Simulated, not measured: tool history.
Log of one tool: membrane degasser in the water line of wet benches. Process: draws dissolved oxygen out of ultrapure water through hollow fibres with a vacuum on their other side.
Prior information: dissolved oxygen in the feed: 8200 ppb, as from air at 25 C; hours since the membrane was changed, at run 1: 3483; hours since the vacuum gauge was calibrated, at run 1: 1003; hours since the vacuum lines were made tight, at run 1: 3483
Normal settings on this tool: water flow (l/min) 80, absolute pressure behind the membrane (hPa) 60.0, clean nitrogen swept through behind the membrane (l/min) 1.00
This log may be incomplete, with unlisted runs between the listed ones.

| run | hour | water flow (l/min) | absolute pressure behind the membrane (hPa) | clean nitrogen swept through behind the membrane (l/min) | hours since the membrane was changed | hours since the vacuum gauge was calibrated | hours since the vacuum lines were made tight | dissolved oxygen in the water behind the degasser (ppb) | pressure that the water loses in the fibres (hPa) |
|---|---|---|---|---|---|---|---|---|---|
| 1 | 0.0 | 80 | 60.0 | 1.00 | 3483 | 1003 | 3483 | 372.1 | 599.7 |
| 2 | 156.0 | 80 | 60.0 | 0.53 | 3639 | 1159 | 3639 | 537.2 | 597.7 |
| 3 | 237.0 | 80 | 60.0 | 0.53 | 3720 | 1240 | 3720 | 539.3 | 595.8 |
| 4 | 338.5 | 80 | 49.1 | 1.00 | 3822 | 1341 | 3822 | 237.9 | 597.8 |
| 5 | 431.3 | 80 | 49.1 | 1.00 | 3914 | 1434 | 3914 | 236.2 | 601.2 |
| 6 | 539.5 | 80 | 49.1 | 1.00 | 4023 | 1542 | 4023 | 238.0 | 599.6 |
|  | 556.3 | vacuum gauge calibrated |
| 7 | 728.2 | 80 | 49.1 | 1.00 | 4211 | 172 | 4211 | 245.5 | 602.2 |
| 8 | 902.8 | 78 | 60.0 | 1.00 | 4385 | 346 | 4385 | 374.9 | 587.2 |
| 9 | 1047.8 | 78 | 144.0 | 0.85 | 4530 | 491 | 4530 | 1455.0 | 586.4 |
| 10 | 1156.7 | 78 | 144.0 | 0.85 | 4639 | 600 | 4639 | 1448.3 | 587.9 |
|  | 1245.7 | vacuum gauge calibrated, once more |
| 11 | 1338.0 | 78 | 104.3 | 0.85 | 4820 | 92 | 4820 | 968.3 | 586.3 |
| 12 | 1465.2 | 86 | 40.2 | 1.00 | 4947 | 219 | 4947 | 117.9 | 646.9 |
| 13 | 1646.3 | 78 | 118.1 | 1.00 | 5128 | 401 | 5128 | 1027.0 | 589.0 |
| 14 | 1784.2 | 73 | 85.7 | 2.26 | 5266 | 539 | 5266 | 349.9 | 547.1 |
| 15 | 1879.9 | 73 | 85.7 | 2.26 | 5362 | 634 | 5362 | 352.3 | 547.7 |

Here are 5 independent what-if runs from the current tool condition. What would each one return?
| A | 1987.7 | 104 | 104.1 | 1.28 | 5470 | 742 | 5470 | ? | ? |
| B | 1987.7 | 73 | 85.7 | 2.20 | 5470 | 742 | 5470 | ? | ? |
| C | 1987.7 | 65 | 85.7 | 2.85 | 5470 | 742 | 5470 | ? | ? |
| D | 1987.7 | 75 | 51.5 | 0.62 | 5470 | 742 | 5470 | ? | ? |
| E | 1987.7 | 54 | 85.7 | 1.51 | 5470 | 742 | 5470 | ? | ? |

| run | dissolved oxygen in the water behind the degasser (ppb) | pressure that the water loses in the fibres (hPa) |
|---|---|---|
| A | 913.4 | 788.5 |
| B | 357.2 | 548.9 |
| C | 261.7 | 490.2 |
| D | 327.9 | 568.8 |
| E | 380.5 | 409.7 |
Stripped of hidden state, with their random variation kept, the same runs would have yielded:
| run | dissolved oxygen in the water behind the degasser (ppb) | pressure that the water loses in the fibres (hPa) |
|---|---|---|
| A | 914.3 | 768.0 |
| B | 357.0 | 534.5 |
| C | 261.3 | 477.4 |
| D | 331.5 | 554.0 |
| E | 380.8 | 399.0 |
